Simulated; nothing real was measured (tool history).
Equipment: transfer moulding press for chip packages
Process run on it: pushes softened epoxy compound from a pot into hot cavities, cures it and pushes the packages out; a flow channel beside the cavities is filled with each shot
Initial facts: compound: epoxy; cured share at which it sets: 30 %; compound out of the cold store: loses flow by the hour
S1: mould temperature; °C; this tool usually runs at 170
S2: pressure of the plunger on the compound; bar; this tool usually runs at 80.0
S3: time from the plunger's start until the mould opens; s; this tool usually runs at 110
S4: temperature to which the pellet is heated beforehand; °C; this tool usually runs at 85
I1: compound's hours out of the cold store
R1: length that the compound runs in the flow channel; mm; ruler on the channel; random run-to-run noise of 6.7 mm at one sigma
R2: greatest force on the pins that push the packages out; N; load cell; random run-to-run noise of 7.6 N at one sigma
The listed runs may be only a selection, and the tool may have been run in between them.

run,day,S1,S2,S3,S4,I1,R1,R2
1,0.000,170,80.0,110,85,18.7,717,363
2,0.512,170,80.0,110,85,27.7,705,390
3,0.917,170,80.0,110,85,17.9,723,423
4,1.129,170,80.0,110,85,47.9,631,423
5,1.575,170,63.9,110,85,39.9,576,442
6,2.008,170,76.8,110,85,37.5,643,465
7,2.508,170,76.8,110,85,17.1,717,499
8,2.983,170,80.0,110,85,9.5,754,486
# day 3.283: cavities cleaned with cleaning compound and waxed
9,3.408,178,80.0,110,85,10.1,737,516
10,3.821,178,80.0,110,85,9.6,742,489
11,4.083,178,79.9,110,85,20.1,690,483
12,4.333,178,67.5,110,85,9.4,667,493
13,4.625,178,67.5,110,85,20.8,637,477
14,4.833,178,67.5,110,85,8.6,667,519
# day 5.012: cavities cleaned with cleaning compound and waxed, once more
15,5.108,178,67.5,110,85,20.9,634,305
16,5.454,166,80.0,110,86,11.5,753,454
17,5.662,166,71.9,110,86,24.7,675,470
18,6.033,173,71.1,110,84,18.9,670,374
19,6.296,170,72.8,136,85,21.6,670,389
20,6.700,163,87.3,120,75,25.0,732,565
21,7.121,163,69.6,117,87,8.3,731,649
22,7.354,177,80.1,135,83,46.7,603,429
23,7.617,164,78.0,135,80,35.7,663,478
# day 7.846: plunger's sealing rings changed
24,8.196,174,78.0,107,86,44.8,651,467
25,8.562,166,78.0,107,86,47.4,676,590
# day 8.738: cavities cleaned with cleaning compound and waxed
26,8.883,166,72.4,107,76,28.6,711,432
27,9.133,170,80.0,110,93,45.5,657,375
28,9.379,172,87.0,110,85,46.0,678,367
29,9.733,168,87.0,110,94,34.5,748,439

3 ways to go on from here, each from the tool as it stands after run 29. What would each give?
A,9.975,176,80.0,135,82,27.7,?,?
B,9.975,170,80.0,110,85,38.7,?,?
C,9.975,170,79.8,110,85,10.9,?,?

run,R1,R2
A,721,369
B,696,439
C,819,416
With the hidden condition removed and each run's random variation left untouched, the same runs would have given:
run,R1,R2
A,727,287
B,702,336
C,826,319
